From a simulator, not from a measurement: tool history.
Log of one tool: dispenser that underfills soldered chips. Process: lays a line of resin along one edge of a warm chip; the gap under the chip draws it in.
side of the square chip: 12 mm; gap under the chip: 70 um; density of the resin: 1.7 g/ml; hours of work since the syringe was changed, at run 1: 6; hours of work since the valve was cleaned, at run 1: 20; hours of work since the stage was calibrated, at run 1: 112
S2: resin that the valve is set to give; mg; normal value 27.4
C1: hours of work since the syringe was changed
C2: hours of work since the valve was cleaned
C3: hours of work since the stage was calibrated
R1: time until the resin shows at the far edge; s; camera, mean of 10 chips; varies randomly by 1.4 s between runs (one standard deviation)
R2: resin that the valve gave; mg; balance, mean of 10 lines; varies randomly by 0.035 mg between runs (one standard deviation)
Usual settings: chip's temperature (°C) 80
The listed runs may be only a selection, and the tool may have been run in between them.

{"run": 1, "hour": 0.0, "chip's temperature (°C)": 80, "S2": 27.4, "C1": 6, "C2": 20, "C3": 112, "R1": 181.9, "R2": 27.21}
{"hour": 2.2, "done": "new syringe of resin"}
{"run": 2, "hour": 4.3, "chip's temperature (°C)": 80, "S2": 27.4, "C1": 1, "C2": 23, "C3": 115, "R1": 152.0, "R2": 27.05}
{"run": 3, "hour": 11.6, "chip's temperature (°C)": 80, "S2": 27.4, "C1": 6, "C2": 28, "C3": 120, "R1": 184.2, "R2": 27.08}
{"hour": 13.3, "done": "new syringe of resin"}
{"run": 4, "hour": 17.1, "chip's temperature (°C)": 80, "S2": 27.4, "C1": 3, "C2": 31, "C3": 123, "R1": 154.7, "R2": 26.97}
{"run": 5, "hour": 22.7, "chip's temperature (°C)": 80, "S2": 27.4, "C1": 6, "C2": 35, "C3": 127, "R1": 186.8, "R2": 26.91}
{"hour": 24.2, "done": "new syringe of resin"}
{"run": 6, "hour": 30.2, "chip's temperature (°C)": 80, "S2": 31.0, "C1": 4, "C2": 40, "C3": 132, "R1": 167.1, "R2": 30.42}
{"hour": 35.1, "done": "new syringe of resin"}
{"run": 7, "hour": 35.1, "chip's temperature (°C)": 80, "S2": 29.6, "C1": 0, "C2": 43, "C3": 135, "R1": 135.4, "R2": 28.98}
{"run": 8, "hour": 39.4, "chip's temperature (°C)": 84, "S2": 27.4, "C1": 3, "C2": 46, "C3": 138, "R1": 138.8, "R2": 26.85}
{"run": 9, "hour": 44.9, "chip's temperature (°C)": 84, "S2": 27.4, "C1": 7, "C2": 50, "C3": 142, "R1": 166.1, "R2": 26.75}
{"hour": 46.5, "done": "new syringe of resin"}
{"run": 10, "hour": 49.0, "chip's temperature (°C)": 80, "S2": 27.4, "C1": 2, "C2": 52, "C3": 144, "R1": 149.1, "R2": 26.81}
{"run": 11, "hour": 55.0, "chip's temperature (°C)": 94, "S2": 27.4, "C1": 6, "C2": 56, "C3": 148, "R1": 120.8, "R2": 26.66}
{"hour": 57.8, "done": "new syringe of resin"}
{"hour": 61.0, "done": "dispensing valve cleaned and set on the balance"}
{"run": 12, "hour": 61.2, "chip's temperature (°C)": 93, "S2": 24.1, "C1": 2, "C2": 0, "C3": 152, "R1": 107.1, "R2": 24.12}
{"run": 13, "hour": 67.5, "chip's temperature (°C)": 74, "S2": 24.8, "C1": 6, "C2": 4, "C3": 156, "R1": 221.3, "R2": 24.83}
{"hour": 69.6, "done": "new syringe of resin"}
{"run": 14, "hour": 73.1, "chip's temperature (°C)": 80, "S2": 29.9, "C1": 2, "C2": 8, "C3": 160, "R1": 153.2, "R2": 29.84}
{"run": 15, "hour": 79.6, "chip's temperature (°C)": 80, "S2": 29.9, "C1": 7, "C2": 12, "C3": 164, "R1": 186.2, "R2": 29.8}
{"hour": 80.6, "done": "new syringe of resin"}
{"run": 16, "hour": 88.3, "chip's temperature (°C)": 79, "S2": 27.4, "C1": 5, "C2": 18, "C3": 170, "R1": 182.7, "R2": 27.2}
{"hour": 91.6, "done": "new syringe of resin"}
{"run": 17, "hour": 94.0, "chip's temperature (°C)": 81, "S2": 27.5, "C1": 2, "C2": 22, "C3": 173, "R1": 146.8, "R2": 27.28}
{"run": 18, "hour": 98.1, "chip's temperature (°C)": 70, "S2": 24.4, "C1": 4, "C2": 25, "C3": 176, "R1": 240.5, "R2": 24.18}
{"hour": 102.9, "done": "new syringe of resin"}
{"run": 19, "hour": 105.1, "chip's temperature (°C)": 70, "S2": 24.4, "C1": 1, "C2": 29, "C3": 181, "R1": 217.1, "R2": 24.14}
{"run": 20, "hour": 113.2, "chip's temperature (°C)": 88, "S2": 33.0, "C1": 7, "C2": 35, "C3": 186, "R1": 147.8, "R2": 32.53}
{"hour": 114.0, "done": "new syringe of resin"}
{"run": 21, "hour": 121.0, "chip's temperature (°C)": 87, "S2": 30.8, "C1": 5, "C2": 40, "C3": 191, "R1": 136.3, "R2": 30.27}
{"hour": 124.8, "done": "new syringe of resin"}
{"run": 22, "hour": 128.0, "chip's temperature (°C)": 69, "S2": 24.6, "C1": 2, "C2": 44, "C3": 196, "R1": 222.3, "R2": 24.16}

Each row is a separate what-if for the run after 22, all from the same tool condition, not one after another. Results?
{"run": "A", "hour": 132.1, "chip's temperature (°C)": 91, "S2": 34.0, "C1": 5, "C2": 47, "C3": 199, "R1": "?", "R2": "?"}
{"run": "B", "hour": 132.1, "chip's temperature (°C)": 80, "S2": 30.0, "C1": 5, "C2": 47, "C3": 199, "R1": "?", "R2": "?"}
{"run": "C", "hour": 132.1, "chip's temperature (°C)": 72, "S2": 30.7, "C1": 5, "C2": 47, "C3": 199, "R1": "?", "R2": "?"}
{"run": "D", "hour": 132.1, "chip's temperature (°C)": 84, "S2": 27.4, "C1": 5, "C2": 47, "C3": 199, "R1": "?", "R2": "?"}
{"run": "E", "hour": 132.1, "chip's temperature (°C)": 92, "S2": 27.9, "C1": 5, "C2": 47, "C3": 199, "R1": "?", "R2": "?"}

run=A R1=124.1 R2=33.28
run=B R1=171.8 R2=29.38
run=C R1=222.7 R2=30.04
run=D R1=153.1 R2=26.83
run=E R1=121.4 R2=27.34
Had the tool no hidden state, the same runs would have come out as:
run=A R1=96.3 R2=33.99
run=B R1=132.9 R2=30.01
run=C R1=171.9 R2=30.69
run=D R1=118.5 R2=27.40
run=E R1=94.1 R2=27.93
